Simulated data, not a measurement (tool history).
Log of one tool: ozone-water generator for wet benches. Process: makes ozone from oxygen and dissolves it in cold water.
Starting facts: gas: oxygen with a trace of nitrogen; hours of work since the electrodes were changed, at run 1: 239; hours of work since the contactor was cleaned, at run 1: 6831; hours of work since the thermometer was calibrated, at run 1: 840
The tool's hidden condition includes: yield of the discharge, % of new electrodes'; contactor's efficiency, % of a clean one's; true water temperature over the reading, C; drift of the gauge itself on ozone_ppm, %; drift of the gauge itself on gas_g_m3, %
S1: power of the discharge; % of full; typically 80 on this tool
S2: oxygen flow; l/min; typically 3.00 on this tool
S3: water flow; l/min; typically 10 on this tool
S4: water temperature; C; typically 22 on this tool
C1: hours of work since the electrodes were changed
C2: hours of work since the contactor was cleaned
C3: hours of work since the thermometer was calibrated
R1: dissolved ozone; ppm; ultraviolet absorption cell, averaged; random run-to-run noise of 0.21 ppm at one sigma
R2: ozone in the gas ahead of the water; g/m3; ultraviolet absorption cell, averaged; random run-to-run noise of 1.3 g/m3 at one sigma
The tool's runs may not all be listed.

run	hour	S1	S2	S3	S4	C1	C2	C3	R1	R2
1	0.0	80	3.00	10	22	239	6831	840	30.1	246.0
2	91.1	80	3.00	10	22	314	6907	915	29.5	250.4
3	155.8	80	1.68	10	22	367	6960	968	31.7	367.9
4	192.7	46	3.00	10	22	398	6991	999	21.5	179.2
5	257.8	46	3.00	10	22	452	7044	1053	21.8	178.6
6	337.7	80	3.00	10	22	518	7110	1119	30.0	246.1
7	416.2	80	3.00	10	22	583	7175	1184	29.8	248.6
8	468.5	80	3.00	10	22	626	7219	1227	29.6	247.2
9	521.0	80	3.00	10	22	669	7262	1270	29.7	245.3
10	581.7	80	3.00	10	22	719	7312	1320	29.5	244.4
11	653.6	80	3.00	10	22	779	7372	1380	29.4	245.6
12	743.6	80	3.00	10	22	853	7446	1454	29.6	248.2
13	808.0	80	3.00	10	22	906	7499	1507	29.3	244.8
14	853.4	80	3.00	10	22	944	7537	1545	29.5	243.5
15	926.1	80	3.00	10	22	1004	7597	1605	29.3	243.2
16	974.6	69	3.00	10	27	1044	7637	1645	24.9	224.1
17	1046.1	69	3.00	10	27	1103	7696	1704	24.5	224.3
18	1109.6	80	4.19	11	14	1156	7748	1757	29.3	197.4
19	1184.0	80	4.19	11	14	1217	7810	1818	29.2	194.0
20	1237.1	80	3.30	10	22	1261	7854	1862	28.2	227.6
21	1318.3	80	3.30	10	22	1328	7921	1929	28.4	227.3
22	1375.2	80	3.30	10	22	1375	7968	1976	28.5	226.8
23	1458.5	80	3.00	10	18	1444	8037	2045	30.9	241.6
24	1507.9	80	3.23	10	18	1485	8078	2086	30.2	230.2
25	1591.5	100	3.00	10	20	1554	8147	2155	33.8	274.4
26	1682.2	80	4.45	8	22	1629	8222	2230	29.3	184.7
# hour 1760.1: contactor cleaned
27	1761.8	52	3.00	10	24	1691	1	2292	22.6	191.5
28	1815.4	49	3.00	11	25	1736	46	2337	20.6	183.6
29	1859.1	80	3.00	10	22	1772	82	2373	29.9	241.3

Below are 5 alternative next runs, each starting from the tool's condition after run 29. Predict each:
A	1927.0	65	3.00	10	21	1828	138	2429	?	?
B	1927.0	80	3.00	7	22	1828	138	2429	?	?
C	1927.0	80	3.50	10	17	1828	138	2429	?	?
D	1927.0	80	2.10	10	19	1828	138	2429	?	?
E	1927.0	60	4.08	10	20	1828	138	2429	?	?

run	R1	R2
A	26.9	214.9
B	36.3	238.8
C	31.5	215.6
D	32.2	307.5
E	24.5	164.1
Take away the tool's hidden state, keep each run's random variation, and the runs would have read:
run	R1	R2
A	28.1	222.8
B	38.0	248.7
C	33.0	224.6
D	33.8	320.2
E	25.6	169.8

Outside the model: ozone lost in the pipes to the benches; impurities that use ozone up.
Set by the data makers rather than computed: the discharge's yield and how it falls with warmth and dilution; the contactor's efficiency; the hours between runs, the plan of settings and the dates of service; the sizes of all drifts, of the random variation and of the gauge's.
